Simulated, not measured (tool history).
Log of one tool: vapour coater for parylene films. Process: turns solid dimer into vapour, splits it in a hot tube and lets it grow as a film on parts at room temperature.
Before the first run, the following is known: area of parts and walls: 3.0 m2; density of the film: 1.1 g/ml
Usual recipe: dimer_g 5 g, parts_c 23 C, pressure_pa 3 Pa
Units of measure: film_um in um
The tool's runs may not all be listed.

Run 1, hour 0: usual settings. Result: film_um 0.81 um.
Run 2, hour 13.9: usual settings. Result: film_um 0.8 um.
Run 3, hour 31.9: usual settings. Result: film_um 0.8 um.
At hour 52.4: trap's valve overhauled.
Run 4, hour 64.4: usual settings. Result: film_um 0.85 um.
Run 5, hour 79.5: usual settings. Result: film_um 0.86 um.
Run 6, hour 107.2: usual settings but dimer_g 8 g. Result: film_um 1.36 um.
Run 7, hour 131.7: usual settings. Result: film_um 0.84 um.
Run 8, hour 151.6: usual settings but dimer_g 4 g. Result: film_um 0.68 um.
Run 9, hour 171.4: usual settings but dimer_g 2 g, parts_c 26 C, pressure_pa 3.29 Pa. Result: film_um 0.31 um.
Run 10, hour 199.3: usual settings but dimer_g 2 g. Result: film_um 0.35 um.
Run 11, hour 228.8: usual settings but parts_c 19 C. Result: film_um 0.95 um.
Run 12, hour 252.9: usual settings but parts_c 19 C. Result: film_um 0.94 um.
Run 13, hour 278.2: usual settings but parts_c 19 C. Result: film_um 0.94 um.
Run 14, hour 307: usual settings but dimer_g 7 g, parts_c 16 C, pressure_pa 7.77 Pa. Result: film_um 1.32 um.

What if the next run were any one of these 5? Each begins from the tool's condition after run 14:
Run A, hour 324: usual settings but dimer_g 7 g, parts_c 16 C, pressure_pa 5.02 Pa. Result: film_um ?.
Run B, hour 324: usual settings but dimer_g 7 g, pressure_pa 10.65 Pa. Result: film_um ?.
Run C, hour 324: usual settings but dimer_g 4 g, parts_c 26 C, pressure_pa 7.77 Pa. Result: film_um ?.
Run D, hour 324: usual settings but dimer_g 7 g, parts_c 34 C, pressure_pa 11.55 Pa. Result: film_um ?.
Run E, hour 324: usual settings but dimer_g 9 g, parts_c 32 C, pressure_pa 7.77 Pa. Result: film_um ?.

run  film_um
  A     1.38
  B     1.04
  C     0.57
  D     0.74
  E     1.04
Had the tool no hidden state, the same runs would have come out as:
run  film_um
  A     1.43
  B     1.08
  C     0.59
  D     0.77
  E     1.08
